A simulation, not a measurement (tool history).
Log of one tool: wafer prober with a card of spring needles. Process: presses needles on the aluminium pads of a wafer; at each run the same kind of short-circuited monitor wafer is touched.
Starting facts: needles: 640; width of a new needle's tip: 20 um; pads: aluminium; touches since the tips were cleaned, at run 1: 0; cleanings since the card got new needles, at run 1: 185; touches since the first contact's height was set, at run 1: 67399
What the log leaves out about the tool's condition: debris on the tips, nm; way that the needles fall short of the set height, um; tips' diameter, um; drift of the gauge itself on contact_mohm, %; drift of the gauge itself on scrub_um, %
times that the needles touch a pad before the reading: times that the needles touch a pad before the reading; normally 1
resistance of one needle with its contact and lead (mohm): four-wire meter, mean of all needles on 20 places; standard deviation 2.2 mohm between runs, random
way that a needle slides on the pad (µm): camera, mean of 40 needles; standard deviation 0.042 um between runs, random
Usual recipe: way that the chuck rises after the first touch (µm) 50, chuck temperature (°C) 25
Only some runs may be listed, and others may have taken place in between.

run,hour,way that the chuck rises after the first touch (µm),chuck temperature (°C),times that the needles touch a pad before the reading,touches since the tips were cleaned,cleanings since the card got new needles,touches since the first contact's height was set,resistance of one needle with its contact and lead (mohm),way that a needle slides on the pad (µm)
1,0.0,50,25,1,0,185,67399,250,10.09
# hour 9.4: tips cleaned on abrasive film
# hour 21.2: tips cleaned on abrasive film
# hour 32.9: tips cleaned on abrasive film
# hour 44.7: tips cleaned on abrasive film
# hour 54.1: tips cleaned on abrasive film
2,57.3,50,25,1,1253,190,89942,251,10.13
# hour 64.4: tips cleaned on abrasive film
# hour 73.8: tips cleaned on abrasive film
# hour 85.6: tips cleaned on abrasive film
# hour 95.0: tips cleaned on abrasive film
# hour 106.8: tips cleaned on abrasive film
3,112.2,50,25,1,2170,195,111550,250,10.09
# hour 117.0: tips cleaned on abrasive film
# hour 128.7: tips cleaned on abrasive film
# hour 140.5: tips cleaned on abrasive film
# hour 149.9: tips cleaned on abrasive film
# hour 159.4: tips cleaned on abrasive film
# hour 171.1: tips cleaned on abrasive film
4,180.1,50,25,1,3545,201,138238,251,10.16
# hour 182.5: tips cleaned on abrasive film
# hour 191.9: tips cleaned on abrasive film
# hour 201.3: tips cleaned on abrasive film
# hour 213.1: tips cleaned on abrasive film
# hour 224.9: tips cleaned on abrasive film
# hour 234.3: tips cleaned on abrasive film
5,237.4,50,25,1,1240,207,160766,251,10.07
# hour 244.5: tips cleaned on abrasive film
# hour 256.3: tips cleaned on abrasive film
# hour 265.7: tips cleaned on abrasive film
# hour 277.4: tips cleaned on abrasive film
6,284.2,50,25,1,2681,211,179185,251,10.01
# hour 289.0: tips cleaned on abrasive film
# hour 296.3: height of the first contact set anew
# hour 298.7: tips cleaned on abrasive film
# hour 310.5: tips cleaned on abrasive film
7,312.4,39,43,3,777,214,6332,260,7.81
# hour 321.8: tips cleaned on abrasive film
# hour 333.6: tips cleaned on abrasive film
# hour 345.4: tips cleaned on abrasive film
# hour 357.1: tips cleaned on abrasive film
# hour 366.5: tips cleaned on abrasive film
8,375.7,30,25,1,3623,219,31245,256,6.02
# hour 378.1: tips cleaned on abrasive film
# hour 389.9: tips cleaned on abrasive film
# hour 401.6: tips cleaned on abrasive film
# hour 413.4: tips cleaned on abrasive film
# hour 422.8: tips cleaned on abrasive film
9,423.6,30,39,1,321,224,50079,257,6.09
# hour 433.0: tips cleaned on abrasive film
# hour 442.5: tips cleaned on abrasive film
# hour 454.2: tips cleaned on abrasive film
10,460.4,30,39,1,2467,227,64580,262,6.04
# hour 465.2: tips cleaned on abrasive film
# hour 474.6: tips cleaned on abrasive film
# hour 486.4: tips cleaned on abrasive film
# hour 495.8: tips cleaned on abrasive film
# hour 505.3: tips cleaned on abrasive film
# hour 514.7: tips cleaned on abrasive film
11,516.0,30,39,1,526,233,86397,256,6.08

What if the next run were any one of these 4? Each begins from the tool's condition after run 11:
# hour 525.4: tips cleaned on abrasive film
# hour 537.2: tips cleaned on abrasive film
# hour 549.0: tips cleaned on abrasive film
# hour 558.4: tips cleaned on abrasive film
A,559.4,50,59,1,402,237,103461,?,?
# hour 525.4: tips cleaned on abrasive film
# hour 537.2: tips cleaned on abrasive film
# hour 549.0: tips cleaned on abrasive film
# hour 558.4: tips cleaned on abrasive film
B,559.4,30,77,1,402,237,103461,?,?
# hour 525.4: tips cleaned on abrasive film
# hour 537.2: tips cleaned on abrasive film
# hour 549.0: tips cleaned on abrasive film
# hour 558.4: tips cleaned on abrasive film
C,559.4,41,25,1,402,237,103461,?,?
# hour 525.4: tips cleaned on abrasive film
# hour 537.2: tips cleaned on abrasive film
# hour 549.0: tips cleaned on abrasive film
# hour 558.4: tips cleaned on abrasive film
D,559.4,49,81,1,402,237,103461,?,?

run,resistance of one needle with its contact and lead (mohm),way that a needle slides on the pad (µm)
A,254,10.12
B,273,6.03
C,252,8.31
D,267,9.96
Had the tool no hidden state, the same runs would have come out as:
run,resistance of one needle with its contact and lead (mohm),way that a needle slides on the pad (µm)
A,254,10.13
B,272,6.04
C,252,8.32
D,267,9.97
